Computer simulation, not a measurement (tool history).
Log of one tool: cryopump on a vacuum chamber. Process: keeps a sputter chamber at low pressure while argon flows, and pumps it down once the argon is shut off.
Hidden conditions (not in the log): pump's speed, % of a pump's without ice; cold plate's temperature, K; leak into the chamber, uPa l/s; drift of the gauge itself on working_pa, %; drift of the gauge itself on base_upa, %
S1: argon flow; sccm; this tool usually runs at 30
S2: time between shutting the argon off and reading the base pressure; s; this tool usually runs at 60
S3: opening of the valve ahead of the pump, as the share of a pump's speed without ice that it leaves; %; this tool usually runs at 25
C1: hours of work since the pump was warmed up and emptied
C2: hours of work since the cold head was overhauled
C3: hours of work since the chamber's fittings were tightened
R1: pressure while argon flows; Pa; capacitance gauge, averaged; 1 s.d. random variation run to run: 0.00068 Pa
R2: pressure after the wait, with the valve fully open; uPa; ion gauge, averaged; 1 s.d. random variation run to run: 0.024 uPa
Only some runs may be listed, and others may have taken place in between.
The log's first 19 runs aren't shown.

run 20 hour=679.3 | S1=54 S2=62 S3=41 | C1=369 C2=1111 C3=640 | R1=0.1377 R2=0.99
run 21 hour=705.1 | S1=13 S2=40 S3=22 | C1=385 C2=1127 C3=656 | R1=0.0600 R2=1.46
run 22 hour=744.2 | S1=13 S2=40 S3=22 | C1=409 C2=1151 C3=680 | R1=0.0597 R2=1.43
run 23 hour=795.3 | S1=30 S2=173 S3=25 | C1=441 C2=1183 C3=712 | R1=0.1222 R2=0.61
run 24 hour=817.5 | S1=30 S2=60 S3=20 | C1=455 C2=1197 C3=726 | R1=0.1513 R2=1.09
run 25 hour=839.7 | S1=30 S2=60 S3=20 | C1=468 C2=1211 C3=739 | R1=0.1520 R2=1.11
run 26 hour=873.5 | S1=17 S2=160 S3=25 | C1=489 C2=1232 C3=761 | R1=0.0699 R2=0.63
run 27 hour=907.8 | S1=26 S2=255 S3=30 | C1=511 C2=1253 C3=782 | R1=0.0897 R2=0.52
run 28 hour=932.0 | S1=26 S2=255 S3=30 | C1=526 C2=1268 C3=797 | R1=0.0902 R2=0.60
run 29 hour=981.0 | S1=26 S2=255 S3=23 | C1=556 C2=1298 C3=827 | R1=0.1169 R2=0.59
run 30 hour=1021.0 | S1=59 S2=87 S3=48 | C1=581 C2=1323 C3=852 | R1=0.1366 R2=0.92
run 31 hour=1061.4 | S1=30 S2=61 S3=25 | C1=606 C2=1348 C3=877 | R1=0.1256 R2=1.18
run 32 hour=1102.2 | S1=28 S2=44 S3=57 | C1=632 C2=1374 C3=903 | R1=0.0561 R2=1.42
run 33 hour=1128.3 | S1=30 S2=49 S3=46 | C1=648 C2=1390 C3=919 | R1=0.0714 R2=1.37

Below are 5 alternative next runs, each starting from the tool's condition after run 33. Predict each:
run A hour=1182.7 | S1=12 S2=49 S3=16 | C1=682 C2=1424 C3=953 | R1=? R2=?
run B hour=1182.7 | S1=30 S2=89 S3=25 | C1=682 C2=1424 C3=953 | R1=? R2=?
run C hour=1182.7 | S1=29 S2=72 S3=25 | C1=682 C2=1424 C3=953 | R1=? R2=?
run D hour=1182.7 | S1=47 S2=36 S3=17 | C1=682 C2=1424 C3=953 | R1=? R2=?
run E hour=1182.7 | S1=14 S2=95 S3=28 | C1=682 C2=1424 C3=953 | R1=? R2=?

run=A R1=0.0758 R2=1.41
run=B R1=0.1268 R2=0.95
run=C R1=0.1227 R2=1.06
run=D R1=0.2829 R2=1.65
run=E R1=0.0540 R2=0.93
The same runs, with their run-to-run variation unchanged, on a tool lacking any hidden condition would have given:
run=A R1=0.0719 R2=1.11
run=B R1=0.1169 R2=0.67
run=C R1=0.1132 R2=0.77
run=D R1=0.2676 R2=1.37
run=E R1=0.0494 R2=0.64

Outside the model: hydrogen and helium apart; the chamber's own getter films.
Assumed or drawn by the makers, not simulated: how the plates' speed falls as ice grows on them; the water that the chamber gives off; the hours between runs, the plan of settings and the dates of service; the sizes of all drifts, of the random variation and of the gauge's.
